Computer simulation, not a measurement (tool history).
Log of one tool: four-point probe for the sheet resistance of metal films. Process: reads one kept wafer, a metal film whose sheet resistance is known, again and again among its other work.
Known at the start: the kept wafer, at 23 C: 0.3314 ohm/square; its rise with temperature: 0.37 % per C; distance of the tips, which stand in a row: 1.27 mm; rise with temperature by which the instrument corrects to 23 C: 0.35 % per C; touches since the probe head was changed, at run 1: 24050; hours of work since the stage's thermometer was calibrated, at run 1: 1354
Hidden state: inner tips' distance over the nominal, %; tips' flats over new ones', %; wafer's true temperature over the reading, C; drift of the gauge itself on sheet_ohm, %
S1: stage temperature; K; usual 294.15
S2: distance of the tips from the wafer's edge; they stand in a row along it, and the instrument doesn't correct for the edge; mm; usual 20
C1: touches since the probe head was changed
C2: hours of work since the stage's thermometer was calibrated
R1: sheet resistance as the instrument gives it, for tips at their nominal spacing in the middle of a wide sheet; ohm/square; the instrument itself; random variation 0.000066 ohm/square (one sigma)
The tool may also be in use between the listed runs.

run,hour,S1,S2,C1,C2,R1
1,0,294.15,20,24050,1354,0.331755
2,16.6,294.15,20,24696,1362,0.331796
3,45.6,294.15,20,25824,1375,0.331705
4,59.7,294.15,20,26373,1381,0.331767
5,78.9,294.15,20,27117,1390,0.331801
6,103.5,294.15,20,28076,1401,0.331772
7,117,294.15,20,28601,1407,0.331869
# hour 119.7: stage's thermometer calibrated
8,144.8,294.15,19,29661,11,0.332101
9,169.7,294.15,25,30631,23,0.331746
10,194.1,293.15,12,31580,34,0.333208
11,216.1,294.15,70,32433,44,0.331304

Forecast each of these 4 alternatives for the next run:
A,230,301.15,33,32973,50,?
B,230,291.15,4,32973,50,?
C,230,294.15,5,32973,50,?
D,230,305.15,20,32973,50,?

run,R1
A,0.331762
B,0.348166
C,0.342347
D,0.33246
Without the tool's hidden state the same runs would have given:
run,R1
A,0.331866
B,0.348248
C,0.342436
D,0.332573
